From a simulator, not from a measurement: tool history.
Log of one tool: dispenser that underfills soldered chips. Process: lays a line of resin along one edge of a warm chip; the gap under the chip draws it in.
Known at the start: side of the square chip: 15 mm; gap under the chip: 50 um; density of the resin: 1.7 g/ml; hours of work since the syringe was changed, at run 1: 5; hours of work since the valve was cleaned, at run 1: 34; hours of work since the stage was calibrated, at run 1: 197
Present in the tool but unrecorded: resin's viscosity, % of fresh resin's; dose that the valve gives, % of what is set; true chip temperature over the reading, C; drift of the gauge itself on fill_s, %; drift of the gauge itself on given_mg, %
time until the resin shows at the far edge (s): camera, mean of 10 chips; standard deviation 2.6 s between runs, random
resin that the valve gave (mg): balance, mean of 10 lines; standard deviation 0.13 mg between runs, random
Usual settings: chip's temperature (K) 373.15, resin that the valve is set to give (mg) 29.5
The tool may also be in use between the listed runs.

run   hour  chip's temperature (K)  resin that the valve is set to give (mg)  hours of work since the syringe was changed  hours of work since the valve was cleaned  hours of work since the stage was calibrated  time until the resin shows at the far edge (s)  resin that the valve gave (mg)
  1    0.0                  373.15                                      29.5                                            5                                         34                                           197                                           357.9                           28.92
       5.1  -- new syringe of resin
  2    6.2                  373.15                                      29.5                                            1                                         38                                           201                                           255.0                           28.64
  3   14.7                  373.15                                      29.5                                            6                                         44                                           206                                           380.5                           28.85
      18.2  -- new syringe of resin
  4   19.5                  373.15                                      29.5                                            1                                         47                                           210                                           258.8                           28.69
  5   24.9                  373.15                                      29.5                                            4                                         50                                           213                                           326.9                           28.80
  6   29.6                  373.15                                      26.6                                            8                                         54                                           216                                           417.1                           25.79
      31.2  -- new syringe of resin
  7   35.8                  373.15                                      29.5                                            3                                         57                                           220                                           308.6                           28.44
      44.3  -- new syringe of resin
  8   46.2                  379.15                                      29.5                                            1                                         64                                           227                                           214.3                           28.33
      56.1  -- dispensing valve cleaned and set on the balance
      58.3  -- new syringe of resin
  9   58.3                  368.15                                      29.5                                            0                                          1                                           234                                           293.5                           29.29
 10   66.3                  368.15                                      29.5                                            5                                          7                                           240                                           431.8                           29.47
      71.1  -- new syringe of resin
 11   71.3                  368.15                                      29.5                                            0                                         10                                           243                                           304.3                           28.98
 12   79.7                  368.15                                      29.5                                            6                                         15                                           248                                           452.4                           29.04
      83.9  -- new syringe of resin
 13   86.4                  368.15                                      29.5                                            2                                         20                                           253                                           335.0                           29.12
 14   93.3                  368.15                                      29.5                                            6                                         24                                           257                                           458.2                           29.03
      96.8  -- new syringe of resin
 15  100.6                  368.15                                      29.5                                            3                                         29                                           262                                           347.3                           28.99
     109.5  -- new syringe of resin
 16  111.1                  368.15                                      29.6                                            1                                         36                                           269                                           308.1                           28.95
 17  118.8                  365.15                                      29.5                                            6                                         41                                           274                                           506.9                           28.49
     122.8  -- new syringe of resin
 18  125.4                  373.15                                      29.5                                            2                                         45                                           278                                           276.9                           28.78
 19  134.9                  376.15                                      31.7                                            8                                         52                                           284                                           385.5                           30.48
     135.9  -- new syringe of resin
 20  143.6                  369.15                                      25.2                                            5                                         57                                           290                                           423.9                           24.31
     148.9  -- new syringe of resin
 21  153.7                  369.15                                      28.3                                            3                                         64                                           297                                           358.0                           27.22
 22  158.2                  388.15                                      31.4                                            6                                         67                                           300                                           220.2                           30.11
     161.8  -- new syringe of resin
     164.7  -- dispensing valve cleaned and set on the balance
 23  168.9                  359.15                                      31.8                                            4                                          3                                           306                                           546.0                           31.80
     176.2  -- new syringe of resin
 24  178.5                  375.15                                      33.5                                            2                                          9                                           312                                           237.5                           33.37
     189.1  -- new syringe of resin
 25  189.1                  375.15                                      33.5                                            0                                         16                                           319                                           217.8                           33.06
 26  198.6                  361.15                                      33.3                                            6                                         22                                           325                                           590.5                           32.96
     202.6  -- new syringe of resin
 27  203.5                  361.15                                      33.3                                            1                                         25                                           329                                           395.1                           32.85
 28  213.5                  387.15                                      33.3                                            7                                         32                                           335                                           232.2                           32.46
     215.3  -- new syringe of resin
 29  220.9                  382.15                                      26.3                                            4                                         37                                           340                                           222.1                           25.64
     228.6  -- new syringe of resin
 30  229.4                  387.15                                      37.4                                            1                                         42                                           345                                           145.6                           36.26
 31  238.8                  380.15                                      25.6                                            7                                         49                                           352                                           309.7                           24.73
     241.6  -- new syringe of resin
 32  248.4                  380.15                                      25.6                                            5                                         55                                           358                                           258.8                           24.83
     254.5  -- new syringe of resin
 33  259.0                  380.15                                      25.6                                            3                                         62                                           365                                           235.6                           24.71
 34  266.5                  372.15                                      31.5                                            8                                         67                                           370                                           431.6                           30.06
     267.7  -- new syringe of resin
     272.9  -- dispensing valve cleaned and set on the balance
 35  276.2                  380.15                                      28.1                                            5                                          2                                           375                                           265.7                           27.99

Each row is a separate what-if for the run after 35, all from the same tool condition, not one after another. Results?
     281.7  -- new syringe of resin
  A  282.2                  381.15                                      28.9                                            0                                          6                                           379                                               ?                               ?
     281.7  -- new syringe of resin
  B  282.2                  373.15                                      26.1                                            0                                          6                                           379                                               ?                               ?
     281.7  -- new syringe of resin
  C  282.2                  382.15                                      38.0                                            0                                          6                                           379                                               ?                               ?
     281.7  -- new syringe of resin
  D  282.2                  387.15                                      29.5                                            0                                          6                                           379                                               ?                               ?

run  time until the resin shows at the far edge (s)  resin that the valve gave (mg)
  A                                           181.3                           28.83
  B                                           246.2                           25.86
  C                                           169.3                           37.85
  D                                           144.7                           29.37
The same runs, with their run-to-run variation unchanged, on a tool lacking any hidden condition would have given:
run  time until the resin shows at the far edge (s)  resin that the valve gave (mg)
  A                                           194.8                           28.96
  B                                           265.7                           25.97
  C                                           182.0                           38.01
  D                                           155.1                           29.49

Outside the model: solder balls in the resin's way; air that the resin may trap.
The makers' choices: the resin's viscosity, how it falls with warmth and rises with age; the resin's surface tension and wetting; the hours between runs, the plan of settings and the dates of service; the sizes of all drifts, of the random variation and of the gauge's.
